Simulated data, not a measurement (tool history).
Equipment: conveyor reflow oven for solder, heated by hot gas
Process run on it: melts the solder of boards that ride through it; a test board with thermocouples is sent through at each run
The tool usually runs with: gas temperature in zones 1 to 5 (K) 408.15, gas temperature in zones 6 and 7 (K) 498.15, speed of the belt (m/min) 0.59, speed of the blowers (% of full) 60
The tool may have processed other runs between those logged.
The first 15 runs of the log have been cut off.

run     day  gas temperature in zones 1 to 5 (K)  gas temperature in zones 6 and 7 (K)  speed of the belt (m/min)  speed of the blowers (% of full)  highest temperature of the board (K)  time above the solder's melting point (s)
 16  19.962                               408.15                                493.15                       0.59                                60                                474.85                                         43
 17  21.479                               408.15                                493.15                       0.59                                60                                474.85                                       42.5
 18   23.15                               398.15                                498.15                      0.611                                57                                474.15                                       36.6
 19  24.771                               395.15                                498.15                      0.523                                60                                479.95                                         52
 20  25.558                               419.15                                498.15                      0.621                                60                                479.15                                         50
 21  26.804                               414.15                                498.15                      0.621                                60                                478.15                                       45.8
 22    27.6                               414.15                                498.15                      0.621                                60                                477.65                                       46.4
 23  29.279                               408.15                                498.15                       0.59                                89                                484.55                                       55.6
     29.617  -- belt drive overhauled, speed set with a stopwatch
 24  30.296                               408.15                                498.15                       0.59                                89                                484.55                                       54.4
 25  31.792                               406.15                                498.15                      0.568                                85                                483.95                                         56
 26  32.817                               421.15                                487.15                      0.568                                85                                477.25                                       55.5
 27  34.446                               404.15                                498.15                      0.553                                60                                478.95                                       48.6
 28  35.933                               404.15                                498.15                      0.553                                60                                478.55                                       48.5
 29  37.288                               404.15                                498.15                      0.553                                65                                480.15                                       50.8
     38.204  -- flux residue cleaned out of gas plates and filters
 30  38.429                               404.15                                498.15                      0.553                                65                                482.35                                       54.5

Below are 3 alternative next runs, each starting from the tool's condition after run 30. Predict each:
  A  39.862                               408.15                                498.15                      0.699                                60                                     ?                                          ?
  B  39.862                               408.15                                499.15                       0.59                                60                                     ?                                          ?
  C  39.862                               408.15                                498.15                      0.635                                67                                     ?                                          ?

run  highest temperature of the board (K)  time above the solder's melting point (s)
  A                                472.95                                       31.5
  B                                479.95                                       48.8
  C                                478.35                                       44.3
Had the tool no hidden state, the same runs would have come out as:
run  highest temperature of the board (K)  time above the solder's melting point (s)
  A                                472.25                                       30.7
  B                                479.15                                       47.9
  C                                477.65                                       43.5
